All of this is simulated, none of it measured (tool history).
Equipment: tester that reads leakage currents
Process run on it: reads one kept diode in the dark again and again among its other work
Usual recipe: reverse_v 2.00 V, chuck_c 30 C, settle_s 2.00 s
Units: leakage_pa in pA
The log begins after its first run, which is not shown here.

{"run": 2, "hour": 53.9, "reverse_v": 2.0, "chuck_c": 30, "settle_s": 2.0, "leakage_pa": 93.82}
{"run": 3, "hour": 143.2, "reverse_v": 2.0, "chuck_c": 30, "settle_s": 2.0, "leakage_pa": 93.58}
{"run": 4, "hour": 224.0, "reverse_v": 2.0, "chuck_c": 30, "settle_s": 2.0, "leakage_pa": 93.79}
{"run": 5, "hour": 292.1, "reverse_v": 2.0, "chuck_c": 30, "settle_s": 2.0, "leakage_pa": 94.01}
{"run": 6, "hour": 370.3, "reverse_v": 2.0, "chuck_c": 30, "settle_s": 2.0, "leakage_pa": 93.93}
{"run": 7, "hour": 421.7, "reverse_v": 2.0, "chuck_c": 30, "settle_s": 2.0, "leakage_pa": 94.03}
{"run": 8, "hour": 486.6, "reverse_v": 2.0, "chuck_c": 30, "settle_s": 2.0, "leakage_pa": 93.62}
{"hour": 567.2, "done": "probe card cleaned and baked"}
{"run": 9, "hour": 574.4, "reverse_v": 2.0, "chuck_c": 30, "settle_s": 2.0, "leakage_pa": 93.78}
{"run": 10, "hour": 689.6, "reverse_v": 2.0, "chuck_c": 30, "settle_s": 5.11, "leakage_pa": 94.13}
{"run": 11, "hour": 767.8, "reverse_v": 2.0, "chuck_c": 30, "settle_s": 5.11, "leakage_pa": 93.31}
{"run": 12, "hour": 835.0, "reverse_v": 16.77, "chuck_c": 30, "settle_s": 5.11, "leakage_pa": 299.05}
{"run": 13, "hour": 885.1, "reverse_v": 16.77, "chuck_c": 30, "settle_s": 5.11, "leakage_pa": 298.0}
{"run": 14, "hour": 979.1, "reverse_v": 16.77, "chuck_c": 30, "settle_s": 5.11, "leakage_pa": 299.52}
{"run": 15, "hour": 1048.6, "reverse_v": 16.77, "chuck_c": 30, "settle_s": 5.11, "leakage_pa": 299.16}
{"hour": 1099.3, "done": "chuck's temperature calibrated"}
{"run": 16, "hour": 1122.0, "reverse_v": 16.77, "chuck_c": 30, "settle_s": 5.11, "leakage_pa": 299.83}
{"run": 17, "hour": 1203.1, "reverse_v": 16.77, "chuck_c": 30, "settle_s": 5.11, "leakage_pa": 299.83}
{"run": 18, "hour": 1291.7, "reverse_v": 1.05, "chuck_c": 30, "settle_s": 5.11, "leakage_pa": 65.93}
{"run": 19, "hour": 1405.2, "reverse_v": 1.05, "chuck_c": 30, "settle_s": 5.11, "leakage_pa": 65.99}

What will run 20 give?
{"run": 20, "hour": 1454.5, "reverse_v": 2.0, "chuck_c": 27, "settle_s": 2.0, "leakage_pa": "?"}

Run 20 produced leakage_pa 70.79 pA.
The same run, on a tool lacking any hidden state, would have yielded leakage_pa 70.76 pA.
